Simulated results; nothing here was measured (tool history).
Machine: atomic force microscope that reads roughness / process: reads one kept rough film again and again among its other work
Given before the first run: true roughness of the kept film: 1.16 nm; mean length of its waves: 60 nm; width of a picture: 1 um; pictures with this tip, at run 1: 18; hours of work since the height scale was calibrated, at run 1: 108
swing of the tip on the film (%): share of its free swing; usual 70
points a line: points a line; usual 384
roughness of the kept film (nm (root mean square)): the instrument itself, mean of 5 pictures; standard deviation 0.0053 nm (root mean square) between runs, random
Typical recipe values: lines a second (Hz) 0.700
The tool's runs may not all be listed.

| run | hour | lines a second (Hz) | swing of the tip on the film (%) | points a line | pictures with this tip | hours of work since the height scale was calibrated | roughness of the kept film (nm (root mean square)) |
|---|---|---|---|---|---|---|---|
| 1 | 0.0 | 0.700 | 70 | 384 | 18 | 108 | 1.122 |
| 2 | 7.8 | 0.700 | 70 | 384 | 32 | 114 | 1.126 |
| 3 | 17.3 | 0.700 | 70 | 384 | 49 | 121 | 1.128 |
| 4 | 24.3 | 0.700 | 70 | 384 | 62 | 126 | 1.114 |
| 5 | 30.8 | 0.811 | 70 | 384 | 74 | 131 | 1.099 |
| 6 | 37.3 | 0.811 | 70 | 384 | 85 | 136 | 1.111 |
| 7 | 42.3 | 0.811 | 70 | 384 | 95 | 140 | 1.099 |
| 8 | 46.6 | 0.700 | 70 | 384 | 102 | 144 | 1.106 |
| 9 | 53.8 | 0.700 | 70 | 384 | 115 | 149 | 1.118 |
| 10 | 59.7 | 0.700 | 70 | 920 | 126 | 154 | 1.098 |
|  | 66.9 | new tip fitted |
| 11 | 68.8 | 0.700 | 70 | 461 | 4 | 160 | 1.135 |
| 12 | 74.0 | 0.751 | 70 | 384 | 13 | 164 | 1.111 |
| 13 | 83.1 | 0.700 | 86 | 384 | 29 | 172 | 1.095 |
| 14 | 87.4 | 0.724 | 64 | 769 | 37 | 175 | 1.127 |
| 15 | 93.8 | 0.946 | 85 | 384 | 49 | 180 | 1.074 |
| 16 | 104.0 | 0.946 | 85 | 384 | 67 | 188 | 1.079 |
| 17 | 112.6 | 0.700 | 79 | 328 | 83 | 194 | 1.096 |
|  | 114.4 | height scale calibrated on a step standard |
| 18 | 119.7 | 0.700 | 79 | 328 | 94 | 4 | 1.103 |
| 19 | 127.1 | 2.438 | 77 | 923 | 107 | 10 | 1.034 |
|  | 136.1 | height scale calibrated on a step standard, once more |
| 20 | 136.4 | 2.438 | 77 | 923 | 122 | 0 | 1.032 |

Run 21 has not been measured yet. What should we expect?
| 21 | 143.2 | 2.438 | 77 | 269 | 134 | 5 | ? |

{"run 21": {"roughness of the kept film (nm (root mean square))": 1.023}}
Take away the tool's hidden state, keep the run-to-run variation as it was, and the same run would have given roughness of the kept film (nm (root mean square)) 1.050.
